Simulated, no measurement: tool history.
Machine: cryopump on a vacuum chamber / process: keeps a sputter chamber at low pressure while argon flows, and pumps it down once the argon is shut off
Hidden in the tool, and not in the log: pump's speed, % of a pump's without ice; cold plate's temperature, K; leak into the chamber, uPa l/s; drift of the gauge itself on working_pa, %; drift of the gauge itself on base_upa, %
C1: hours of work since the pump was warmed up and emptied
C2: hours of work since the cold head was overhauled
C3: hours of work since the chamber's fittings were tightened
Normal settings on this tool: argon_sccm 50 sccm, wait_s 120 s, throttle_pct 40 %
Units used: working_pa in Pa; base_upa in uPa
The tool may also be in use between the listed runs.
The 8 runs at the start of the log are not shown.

run 9 hour=273.7 | argon_sccm=28 wait_s=120 throttle_pct=40 | C1=89 C2=1193 C3=366 | working_pa=0.0715 base_upa=0.84
run 10 hour=301.4 | argon_sccm=50 wait_s=120 throttle_pct=58 | C1=112 C2=1215 C3=389 | working_pa=0.0896 base_upa=0.87
run 11 hour=330.5 | argon_sccm=49 wait_s=120 throttle_pct=58 | C1=135 C2=1239 C3=412 | working_pa=0.0879 base_upa=0.87
run 12 hour=362.5 | argon_sccm=49 wait_s=120 throttle_pct=44 | C1=161 C2=1265 C3=438 | working_pa=0.1161 base_upa=0.92
run 13 hour=402.4 | argon_sccm=49 wait_s=120 throttle_pct=44 | C1=193 C2=1297 C3=470 | working_pa=0.1174 base_upa=0.96
run 14 hour=436.7 | argon_sccm=49 wait_s=120 throttle_pct=44 | C1=221 C2=1325 C3=498 | working_pa=0.1184 base_upa=0.97
run 15 hour=467.1 | argon_sccm=50 wait_s=120 throttle_pct=16 | C1=246 C2=1349 C3=522 | working_pa=0.3179 base_upa=1.01
run 16 hour=509 | argon_sccm=50 wait_s=120 throttle_pct=40 | C1=279 C2=1383 C3=556 | working_pa=0.1348 base_upa=1.1
run 17 hour=537.8 | argon_sccm=50 wait_s=120 throttle_pct=40 | C1=303 C2=1406 C3=580 | working_pa=0.1368 base_upa=1.14
run 18 hour=557.8 | argon_sccm=27 wait_s=120 throttle_pct=40 | C1=319 C2=1423 C3=596 | working_pa=0.0741 base_upa=1.16
run 19 hour=577.9 | argon_sccm=27 wait_s=204 throttle_pct=19 | C1=335 C2=1439 C3=612 | working_pa=0.1484 base_upa=1.06
run 20 hour=623.2 | argon_sccm=60 wait_s=55 throttle_pct=48 | C1=372 C2=1475 C3=649 | working_pa=0.143 base_upa=1.68
run 21 hour=658.4 | argon_sccm=38 wait_s=120 throttle_pct=27 | C1=400 C2=1504 C3=677 | working_pa=0.1519 base_upa=1.32

For run 22, what comes out?
run 22 hour=689.2 | argon_sccm=43 wait_s=120 throttle_pct=40 | C1=425 C2=1529 C3=702 | working_pa=? base_upa=?

Run 22 measured working_pa 0.1211 Pa, base_upa 1.4 uPa.
Had the tool carried no hidden state, the very same run would have given working_pa 0.1049 Pa, base_upa 0.53 uPa.
